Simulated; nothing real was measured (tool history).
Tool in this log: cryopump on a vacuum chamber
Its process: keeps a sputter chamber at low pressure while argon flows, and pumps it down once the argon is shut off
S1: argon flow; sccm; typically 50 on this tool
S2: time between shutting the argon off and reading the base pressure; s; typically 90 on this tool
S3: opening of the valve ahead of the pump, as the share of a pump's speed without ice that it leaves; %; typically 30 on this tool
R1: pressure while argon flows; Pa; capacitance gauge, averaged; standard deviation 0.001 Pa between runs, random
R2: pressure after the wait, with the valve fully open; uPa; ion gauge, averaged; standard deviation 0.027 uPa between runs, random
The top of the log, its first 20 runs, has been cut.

run	hour	S1	S2	S3	R1	R2
21	1121.4	50	186	30	0.2528	1.07
# hour 1181.6: pump warmed up, emptied and cooled again
22	1181.6	76	202	30	0.335	0.84
23	1237.2	76	202	30	0.3359	0.83
24	1273.8	40	32	17	0.3125	3.26
25	1322.9	80	161	59	0.1873	0.97
26	1375.9	80	161	59	0.1881	1.04
27	1419.6	80	34	59	0.1893	3.19
28	1475.4	28	34	59	0.0686	3.15
29	1536.3	89	90	30	0.4108	1.54
30	1584.1	89	90	30	0.4109	1.56
31	1646.6	50	90	19	0.3609	1.61
32	1692	22	77	19	0.1573	1.78
33	1756.7	50	91	30	0.2379	1.66
34	1824.1	50	91	30	0.241	1.69

3 ways to go on from here, each from the tool as it stands after run 34. What would each give?
A	1882.9	34	91	30	?	?
B	1882.9	50	120	30	?	?
C	1882.9	50	89	29	?	?

run	R1	R2
A	0.1642	1.69
B	0.2405	1.45
C	0.2501	1.66
The same runs, with their run-to-run variation unchanged, on a tool lacking any hidden condition would have given:
run	R1	R2
A	0.1478	1.24
B	0.2163	0.99
C	0.2257	1.21
